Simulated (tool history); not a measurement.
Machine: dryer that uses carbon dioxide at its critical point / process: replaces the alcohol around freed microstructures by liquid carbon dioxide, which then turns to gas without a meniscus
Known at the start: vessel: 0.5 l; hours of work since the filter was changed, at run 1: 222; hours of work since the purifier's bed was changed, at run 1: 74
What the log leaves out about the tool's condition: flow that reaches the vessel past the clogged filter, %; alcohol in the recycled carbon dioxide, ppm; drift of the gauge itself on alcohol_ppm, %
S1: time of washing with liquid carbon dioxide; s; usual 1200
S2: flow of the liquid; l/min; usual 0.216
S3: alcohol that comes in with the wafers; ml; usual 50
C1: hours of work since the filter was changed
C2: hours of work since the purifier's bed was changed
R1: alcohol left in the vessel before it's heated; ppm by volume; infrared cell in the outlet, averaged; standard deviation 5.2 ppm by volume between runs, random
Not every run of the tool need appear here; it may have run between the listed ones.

{"run": 1, "hour": 0.0, "S1": 1200, "S2": 0.216, "S3": 50, "C1": 222, "C2": 74, "R1": 192}
{"run": 2, "hour": 36.5, "S1": 1200, "S2": 0.216, "S3": 50, "C1": 234, "C2": 86, "R1": 193}
{"run": 3, "hour": 82.8, "S1": 1200, "S2": 0.216, "S3": 50, "C1": 249, "C2": 101, "R1": 217}
{"run": 4, "hour": 124.0, "S1": 1200, "S2": 0.216, "S3": 50, "C1": 262, "C2": 115, "R1": 216}
{"run": 5, "hour": 166.9, "S1": 1200, "S2": 0.315, "S3": 50, "C1": 276, "C2": 129, "R1": 75}
{"run": 6, "hour": 214.6, "S1": 1200, "S2": 0.315, "S3": 50, "C1": 292, "C2": 145, "R1": 77}
{"run": 7, "hour": 245.8, "S1": 1200, "S2": 0.257, "S3": 50, "C1": 302, "C2": 155, "R1": 122}
{"run": 8, "hour": 300.1, "S1": 1200, "S2": 0.216, "S3": 114, "C1": 320, "C2": 173, "R1": 517}
{"run": 9, "hour": 349.6, "S1": 1200, "S2": 0.216, "S3": 114, "C1": 336, "C2": 189, "R1": 549}
{"run": 10, "hour": 390.7, "S1": 1200, "S2": 0.216, "S3": 114, "C1": 350, "C2": 202, "R1": 556}
{"hour": 409.6, "done": "inlet filter changed"}
{"run": 11, "hour": 442.0, "S1": 1200, "S2": 0.216, "S3": 50, "C1": 11, "C2": 219, "R1": 187}
{"run": 12, "hour": 477.6, "S1": 780, "S2": 0.216, "S3": 50, "C1": 22, "C2": 230, "R1": 1154}
{"run": 13, "hour": 514.8, "S1": 780, "S2": 0.216, "S3": 50, "C1": 34, "C2": 243, "R1": 1200}
{"run": 14, "hour": 568.9, "S1": 780, "S2": 0.216, "S3": 50, "C1": 52, "C2": 260, "R1": 1245}
{"run": 15, "hour": 618.2, "S1": 1200, "S2": 0.241, "S3": 50, "C1": 68, "C2": 277, "R1": 164}
{"run": 16, "hour": 667.8, "S1": 1200, "S2": 0.241, "S3": 50, "C1": 85, "C2": 293, "R1": 178}
{"run": 17, "hour": 723.1, "S1": 1140, "S2": 0.245, "S3": 85, "C1": 103, "C2": 311, "R1": 243}
{"run": 18, "hour": 751.2, "S1": 1200, "S2": 0.25, "S3": 53, "C1": 112, "C2": 320, "R1": 171}
{"run": 19, "hour": 790.9, "S1": 720, "S2": 0.329, "S3": 115, "C1": 125, "C2": 333, "R1": 584}
{"run": 20, "hour": 826.9, "S1": 1920, "S2": 0.216, "S3": 27, "C1": 137, "C2": 345, "R1": 151}
{"run": 21, "hour": 866.0, "S1": 1200, "S2": 0.15, "S3": 50, "C1": 150, "C2": 358, "R1": 1191}
{"run": 22, "hour": 913.7, "S1": 900, "S2": 0.15, "S3": 50, "C1": 165, "C2": 374, "R1": 3398}
{"run": 23, "hour": 940.9, "S1": 900, "S2": 0.15, "S3": 50, "C1": 174, "C2": 382, "R1": 3424}

Run 24 is up next; what results do you expect?
{"run": 24, "hour": 989.2, "S1": 900, "S2": 0.15, "S3": 50, "C1": 190, "C2": 398, "R1": "?"}

{"run 24": {"R1": 3533}}
Take away the tool's hidden state, keep the run-to-run variation as it was, and the same run would have given R1 2601 ppm by volume.
